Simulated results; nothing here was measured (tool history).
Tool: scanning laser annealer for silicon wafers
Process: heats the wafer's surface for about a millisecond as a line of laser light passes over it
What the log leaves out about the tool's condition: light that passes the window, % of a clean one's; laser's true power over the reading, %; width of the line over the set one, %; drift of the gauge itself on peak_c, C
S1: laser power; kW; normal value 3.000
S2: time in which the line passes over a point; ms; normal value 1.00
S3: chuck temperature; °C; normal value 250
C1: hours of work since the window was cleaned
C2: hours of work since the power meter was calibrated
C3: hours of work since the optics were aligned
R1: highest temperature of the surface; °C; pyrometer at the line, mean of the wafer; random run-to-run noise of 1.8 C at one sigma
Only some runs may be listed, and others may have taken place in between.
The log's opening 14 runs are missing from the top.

{"run": 15, "hour": 268.9, "S1": 3.0, "S2": 1.0, "S3": 250, "C1": 244, "C2": 891, "C3": 297, "R1": 1021}
{"run": 16, "hour": 288.1, "S1": 3.0, "S2": 1.0, "S3": 250, "C1": 256, "C2": 903, "C3": 309, "R1": 1026}
{"run": 17, "hour": 312.2, "S1": 2.57, "S2": 0.88, "S3": 240, "C1": 272, "C2": 918, "C3": 324, "R1": 864}
{"run": 18, "hour": 333.7, "S1": 2.57, "S2": 0.88, "S3": 240, "C1": 285, "C2": 932, "C3": 338, "R1": 862}
{"run": 19, "hour": 351.9, "S1": 2.609, "S2": 1.24, "S3": 287, "C1": 297, "C2": 943, "C3": 350, "R1": 1027}
{"run": 20, "hour": 375.4, "S1": 2.957, "S2": 0.74, "S3": 224, "C1": 312, "C2": 958, "C3": 364, "R1": 882}
{"run": 21, "hour": 391.3, "S1": 3.0, "S2": 0.85, "S3": 250, "C1": 322, "C2": 968, "C3": 375, "R1": 965}
{"run": 22, "hour": 412.3, "S1": 3.212, "S2": 1.0, "S3": 216, "C1": 335, "C2": 981, "C3": 388, "R1": 1039}
{"run": 23, "hour": 442.3, "S1": 3.212, "S2": 1.0, "S3": 216, "C1": 354, "C2": 1000, "C3": 407, "R1": 1039}
{"run": 24, "hour": 460.3, "S1": 2.879, "S2": 1.0, "S3": 257, "C1": 366, "C2": 1012, "C3": 418, "R1": 994}
{"run": 25, "hour": 489.2, "S1": 2.879, "S2": 1.0, "S3": 257, "C1": 384, "C2": 1030, "C3": 436, "R1": 995}
{"run": 26, "hour": 518.4, "S1": 2.879, "S2": 1.0, "S3": 257, "C1": 402, "C2": 1049, "C3": 455, "R1": 989}

Run 27 is up next; what results do you expect?
{"run": 27, "hour": 540.9, "S1": 3.05, "S2": 0.8, "S3": 260, "C1": 417, "C2": 1063, "C3": 469, "R1": "?"}

{"run 27": {"R1": 967}}
With no hidden state in the tool, this same run would have given R1 987 °C.

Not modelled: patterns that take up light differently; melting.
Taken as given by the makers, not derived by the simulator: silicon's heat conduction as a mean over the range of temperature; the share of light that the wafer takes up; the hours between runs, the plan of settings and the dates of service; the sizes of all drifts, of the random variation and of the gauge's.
